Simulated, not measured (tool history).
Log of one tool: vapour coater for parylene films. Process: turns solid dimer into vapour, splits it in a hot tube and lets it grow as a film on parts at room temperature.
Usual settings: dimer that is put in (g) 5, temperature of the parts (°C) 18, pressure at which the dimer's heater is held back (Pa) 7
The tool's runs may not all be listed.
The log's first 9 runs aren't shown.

run,day,dimer that is put in (g),temperature of the parts (°C),pressure at which the dimer's heater is held back (Pa),hours of work since the trap's valve was overhauled,hours of work since the table's thermometer was calibrated,thickness of the film (nm)
10,5.329,5,24,8.84,101,67,857
11,6.125,5,18,7,109,75,1021
12,6.512,5,18,7,113,79,1021
13,6.883,5,18,7,117,82,1018
14,7.596,5,18,7,124,90,1020
15,8.15,5,18,7,129,95,1019
# day 8.4: trap's valve overhauled
16,8.721,5,18,7,3,99,1013
17,9.254,5,18,7,9,104,1011
18,9.967,5,17,7,16,112,1031
19,10.65,7,24,9.24,23,118,1177
20,11.188,7,14,9.24,28,124,1423
21,11.754,7,14,9.24,34,129,1422
22,12.442,7,14,9.24,40,136,1423
23,13.025,7,27,5.42,46,142,1268
# day 13.775: trap's valve overhauled, once more
24,13.904,7,27,5.42,1,149,1295
25,14.5,7,27,5.42,7,155,1289
26,15.183,5,14,8.39,14,162,1066
27,15.992,5,14,8.39,22,170,1063
28,16.596,3,13,8.39,28,176,650
29,17.217,3,13,8.39,34,182,650
30,17.929,3,13,8.39,42,190,651
31,18.4,9,15,5.84,46,194,2049
32,19.179,4,11,5.6,54,202,994
33,19.662,7,18,2.19,59,207,1918

4 ways to go on from here, each from the tool as it stands after run 33. What would each give?
A,20.254,7,18,2.19,65,213,?
B,20.254,7,27,7,65,213,?
C,20.254,8,10,7.45,65,213,?
D,20.254,4,16,5.15,65,213,?

run,thickness of the film (nm)
A,1916
B,1205
C,1886
D,921
Without the tool's hidden state the same runs would have given:
run,thickness of the film (nm)
A,1924
B,1209
C,1893
D,925

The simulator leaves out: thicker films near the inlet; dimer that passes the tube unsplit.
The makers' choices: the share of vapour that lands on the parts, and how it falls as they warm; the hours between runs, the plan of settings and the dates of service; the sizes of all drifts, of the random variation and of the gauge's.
